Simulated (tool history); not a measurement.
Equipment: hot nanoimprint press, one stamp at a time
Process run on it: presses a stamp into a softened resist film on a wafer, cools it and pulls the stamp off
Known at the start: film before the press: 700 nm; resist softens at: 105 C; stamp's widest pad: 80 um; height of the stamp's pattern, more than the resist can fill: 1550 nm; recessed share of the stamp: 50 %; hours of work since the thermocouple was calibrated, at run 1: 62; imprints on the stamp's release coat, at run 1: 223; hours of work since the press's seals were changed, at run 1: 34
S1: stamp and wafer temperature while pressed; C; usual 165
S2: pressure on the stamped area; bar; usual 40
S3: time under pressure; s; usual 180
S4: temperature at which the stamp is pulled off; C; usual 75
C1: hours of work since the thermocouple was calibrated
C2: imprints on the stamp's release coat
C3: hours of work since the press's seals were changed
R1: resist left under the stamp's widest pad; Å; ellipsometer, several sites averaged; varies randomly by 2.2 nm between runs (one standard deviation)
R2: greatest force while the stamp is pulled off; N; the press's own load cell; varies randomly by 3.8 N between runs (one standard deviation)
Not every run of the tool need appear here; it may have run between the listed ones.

{"run": 1, "day": 0.0, "S1": 165, "S2": 40, "S3": 180, "S4": 75, "C1": 62, "C2": 223, "C3": 34, "R1": 3533, "R2": 204}
{"run": 2, "day": 0.346, "S1": 165, "S2": 40, "S3": 180, "S4": 75, "C1": 68, "C2": 260, "C3": 40, "R1": 3508, "R2": 202}
{"run": 3, "day": 0.896, "S1": 165, "S2": 40, "S3": 180, "S4": 75, "C1": 77, "C2": 318, "C3": 49, "R1": 3499, "R2": 209}
{"run": 4, "day": 1.171, "S1": 165, "S2": 40, "S3": 180, "S4": 75, "C1": 81, "C2": 347, "C3": 54, "R1": 3528, "R2": 213}
{"run": 5, "day": 1.592, "S1": 165, "S2": 40, "S3": 180, "S4": 75, "C1": 88, "C2": 392, "C3": 61, "R1": 3558, "R2": 220}
{"run": 6, "day": 2.179, "S1": 165, "S2": 40, "S3": 180, "S4": 75, "C1": 98, "C2": 454, "C3": 70, "R1": 3507, "R2": 220}
{"run": 7, "day": 2.567, "S1": 165, "S2": 61.1, "S3": 180, "S4": 75, "C1": 104, "C2": 495, "C3": 77, "R1": 2867, "R2": 233}
{"run": 8, "day": 2.904, "S1": 165, "S2": 40, "S3": 180, "S4": 63, "C1": 109, "C2": 531, "C3": 82, "R1": 3526, "R2": 274}
{"run": 9, "day": 3.229, "S1": 165, "S2": 30.6, "S3": 180, "S4": 75, "C1": 115, "C2": 566, "C3": 87, "R1": 3954, "R2": 233}
{"run": 10, "day": 3.767, "S1": 165, "S2": 30.6, "S3": 180, "S4": 75, "C1": 124, "C2": 623, "C3": 96, "R1": 3949, "R2": 241}
{"run": 11, "day": 4.346, "S1": 157, "S2": 37.2, "S3": 331, "S4": 75, "C1": 133, "C2": 684, "C3": 106, "R1": 3841, "R2": 244}
{"day": 4.517, "done": "plate thermocouple calibrated"}
{"run": 12, "day": 4.958, "S1": 177, "S2": 27.6, "S3": 214, "S4": 71, "C1": 7, "C2": 736, "C3": 114, "R1": 2857, "R2": 264}
{"run": 13, "day": 5.283, "S1": 160, "S2": 50.5, "S3": 166, "S4": 69, "C1": 13, "C2": 771, "C3": 119, "R1": 3823, "R2": 273}
{"run": 14, "day": 5.629, "S1": 160, "S2": 50.5, "S3": 166, "S4": 69, "C1": 18, "C2": 807, "C3": 125, "R1": 3807, "R2": 283}
{"day": 5.975, "done": "plate thermocouple calibrated, once more"}
{"run": 15, "day": 6.262, "S1": 160, "S2": 50.5, "S3": 166, "S4": 69, "C1": 5, "C2": 861, "C3": 133, "R1": 3787, "R2": 283}
{"run": 16, "day": 6.571, "S1": 165, "S2": 50.4, "S3": 115, "S4": 75, "C1": 10, "C2": 894, "C3": 138, "R1": 3660, "R2": 260}
{"run": 17, "day": 7.15, "S1": 166, "S2": 55.6, "S3": 179, "S4": 79, "C1": 19, "C2": 956, "C3": 148, "R1": 2898, "R2": 250}
{"run": 18, "day": 7.612, "S1": 166, "S2": 55.6, "S3": 179, "S4": 79, "C1": 27, "C2": 1005, "C3": 155, "R1": 2930, "R2": 254}
{"run": 19, "day": 8.183, "S1": 159, "S2": 41.2, "S3": 180, "S4": 75, "C1": 36, "C2": 1065, "C3": 165, "R1": 4186, "R2": 271}
{"run": 20, "day": 8.575, "S1": 159, "S2": 41.2, "S3": 180, "S4": 75, "C1": 43, "C2": 1107, "C3": 171, "R1": 4172, "R2": 281}

A few steps of R1 between consecutive runs. Split each: what settings, incoming material and random variation would produce without the hidden state, and what is left over for the hidden state, along with gauge scatter present in only one of the two compared results (measured, and without hidden state):
Hidden state present: true temperature over the reading, C; pressure that arrives at the usual setting, %; grip of the stamp's worn release coat, % over a new coat's; drift of the gauge itself on residual_nm, %; drift of the gauge itself on pull_off_n, %.
Run 11 -> 12: S1 157 -> 177, S2 37.2 -> 27.6, S3 331 -> 214, S4 75 -> 71, plate thermocouple calibrated. R1 -984 Å: hidden state -10, all else -974.
Run 12 -> 13: S1 177 -> 160, S2 27.6 -> 50.5, S3 214 -> 166, S4 71 -> 69. R1 +966 Å: hidden state +32, all else +934.
Run 14 -> 15: plate thermocouple calibrated, once more. R1 -20 Å: hidden state -24, all else +4.
Run 18 -> 19: S1 166 -> 159, S2 55.6 -> 41.2, S3 179 -> 180, S4 79 -> 75. R1 +1256 Å: hidden state +4, all else +1252.
